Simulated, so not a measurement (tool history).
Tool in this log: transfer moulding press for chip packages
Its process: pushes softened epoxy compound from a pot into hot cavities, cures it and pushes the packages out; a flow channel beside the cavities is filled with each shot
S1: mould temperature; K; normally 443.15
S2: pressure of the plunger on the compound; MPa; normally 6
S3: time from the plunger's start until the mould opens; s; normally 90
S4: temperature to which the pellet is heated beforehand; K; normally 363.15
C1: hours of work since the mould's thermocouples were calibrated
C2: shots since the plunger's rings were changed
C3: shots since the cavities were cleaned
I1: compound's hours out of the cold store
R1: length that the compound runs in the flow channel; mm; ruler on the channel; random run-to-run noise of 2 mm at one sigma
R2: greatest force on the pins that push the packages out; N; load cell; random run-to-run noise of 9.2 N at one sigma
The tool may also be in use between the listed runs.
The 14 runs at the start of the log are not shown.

| run | day | S1 | S2 | S3 | S4 | C1 | C2 | C3 | I1 | R1 | R2 |
|---|---|---|---|---|---|---|---|---|---|---|---|
| 15 | 4.167 | 443.15 | 6.71 | 90 | 363.15 | 145 | 412 | 280 | 12.1 | 654 | 511 |
| 16 | 4.471 | 443.15 | 6.71 | 90 | 363.15 | 148 | 475 | 343 | 32.4 | 585 | 542 |
| 17 | 4.771 | 449.15 | 6 | 90 | 363.15 | 151 | 536 | 404 | 36 | 532 | 516 |
| 18 | 4.962 | 449.15 | 6 | 90 | 363.15 | 153 | 576 | 444 | 21.4 | 577 | 514 |
| 19 | 5.296 | 443.15 | 6 | 90 | 354.15 | 156 | 644 | 512 | 30.4 | 558 | 580 |
| 20 | 5.633 | 443.15 | 6 | 90 | 354.15 | 160 | 714 | 582 | 31.4 | 555 | 611 |
|  | 5.762 | cavities cleaned with cleaning compound and waxed |
| 21 | 5.983 | 443.15 | 6 | 93 | 357.15 | 162 | 774 | 46 | 22.3 | 585 | 447 |
| 22 | 6.204 | 440.15 | 6 | 89 | 367.15 | 165 | 819 | 91 | 18.5 | 598 | 516 |
| 23 | 6.438 | 443.15 | 4.85 | 81 | 360.15 | 167 | 867 | 139 | 18.8 | 536 | 560 |
| 24 | 6.6 | 436.15 | 5.27 | 86 | 371.15 | 169 | 900 | 172 | 24.6 | 546 | 730 |
| 25 | 6.829 | 440.15 | 6 | 90 | 363.15 | 171 | 948 | 220 | 21.6 | 589 | 574 |
| 26 | 7.208 | 440.15 | 5.92 | 90 | 363.15 | 175 | 1026 | 298 | 25 | 573 | 605 |
| 27 | 7.371 | 436.15 | 5.51 | 90 | 359.15 | 176 | 1059 | 331 | 27 | 549 | 746 |
| 28 | 7.725 | 436.15 | 5.51 | 90 | 359.15 | 180 | 1132 | 404 | 39.6 | 515 | 720 |
| 29 | 7.983 | 436.15 | 5.51 | 90 | 359.15 | 182 | 1185 | 457 | 43.3 | 503 | 746 |
| 30 | 8.175 | 436.15 | 5.51 | 90 | 359.15 | 184 | 1225 | 497 | 23.2 | 560 | 806 |

Consider 3 possible next runs. They are alternatives, not a sequence: every one starts from the tool as it was left by run 30. What does each give?
| A | 8.533 | 436.15 | 5.34 | 90 | 364.15 | 188 | 1298 | 570 | 12.3 | ? | ? |
| B | 8.533 | 443.15 | 6 | 94 | 363.15 | 188 | 1298 | 570 | 16.9 | ? | ? |
| C | 8.533 | 443.15 | 6.2 | 129 | 371.15 | 188 | 1298 | 570 | 16.2 | ? | ? |

| run | R1 | R2 |
|---|---|---|
| A | 582 | 800 |
| B | 592 | 571 |
| C | 607 | 538 |
Stripped of hidden state, with their random variation kept, the same runs would have yielded:
| run | R1 | R2 |
|---|---|---|
| A | 595 | 547 |
| B | 605 | 395 |
| C | 621 | 374 |
